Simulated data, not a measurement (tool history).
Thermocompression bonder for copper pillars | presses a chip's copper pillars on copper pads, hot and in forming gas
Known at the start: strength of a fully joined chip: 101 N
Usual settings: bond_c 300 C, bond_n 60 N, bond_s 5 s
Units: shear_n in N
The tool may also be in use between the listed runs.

run 1 hour=0 | bond_c=300 bond_n=60 bond_s=5 | shear_n=70
-- hour=23.7 forming gas filter changed
run 2 hour=77.3 | bond_c=300 bond_n=60 bond_s=5 | shear_n=70.2
run 3 hour=165.4 | bond_c=300 bond_n=60 bond_s=5 | shear_n=69.8
run 4 hour=224.2 | bond_c=300 bond_n=60 bond_s=5 | shear_n=70
run 5 hour=263.8 | bond_c=300 bond_n=60 bond_s=5 | shear_n=69.9
-- hour=313.1 forming gas filter changed
run 6 hour=345.8 | bond_c=300 bond_n=60 bond_s=5 | shear_n=70
run 7 hour=385.5 | bond_c=300 bond_n=60 bond_s=3 | shear_n=60.2
run 8 hour=449.3 | bond_c=300 bond_n=60 bond_s=3 | shear_n=60.5
run 9 hour=499.3 | bond_c=300 bond_n=60 bond_s=3 | shear_n=60.3
run 10 hour=574.9 | bond_c=300 bond_n=60 bond_s=3 | shear_n=60
-- hour=600.5 forming gas filter changed
run 11 hour=650 | bond_c=300 bond_n=60 bond_s=3 | shear_n=60.7
run 12 hour=703.6 | bond_c=279 bond_n=54 bond_s=7 | shear_n=61.2
run 13 hour=768.9 | bond_c=306 bond_n=45 bond_s=5 | shear_n=65
-- hour=806.8 force cell calibrated
run 14 hour=850.7 | bond_c=307 bond_n=63 bond_s=12 | shear_n=87.3
-- hour=862.9 heater calibrated with a thermocouple chip
-- hour=889.2 forming gas filter changed
run 15 hour=935.4 | bond_c=271 bond_n=39 bond_s=4 | shear_n=38.9
run 16 hour=1011.8 | bond_c=271 bond_n=39 bond_s=4 | shear_n=39.2
run 17 hour=1050.4 | bond_c=305 bond_n=51 bond_s=12 | shear_n=81
run 18 hour=1102.2 | bond_c=305 bond_n=51 bond_s=12 | shear_n=81.8
run 19 hour=1163.4 | bond_c=305 bond_n=51 bond_s=12 | shear_n=81.9
-- hour=1172.1 forming gas filter changed
run 20 hour=1223 | bond_c=318 bond_n=60 bond_s=4 | shear_n=74.1
-- hour=1273.7 gauge calibrated
run 21 hour=1306.8 | bond_c=278 bond_n=60 bond_s=5 | shear_n=57.6

Forecast each of these 5 alternatives for the next run:
run A hour=1361.2 | bond_c=305 bond_n=86 bond_s=3 | shear_n=?
run B hour=1361.2 | bond_c=279 bond_n=71 bond_s=5 | shear_n=?
run C hour=1361.2 | bond_c=300 bond_n=86 bond_s=3 | shear_n=?
run D hour=1361.2 | bond_c=300 bond_n=66 bond_s=5 | shear_n=?
run E hour=1361.2 | bond_c=287 bond_n=78 bond_s=5 | shear_n=?

run=A shear_n=73.5
run=B shear_n=63.5
run=C shear_n=70.5
run=D shear_n=72.8
run=E shear_n=70.3
Without the tool's hidden state the same runs would have given:
run=A shear_n=73.6
run=B shear_n=63.6
run=C shear_n=70.7
run=D shear_n=73
run=E shear_n=70.5
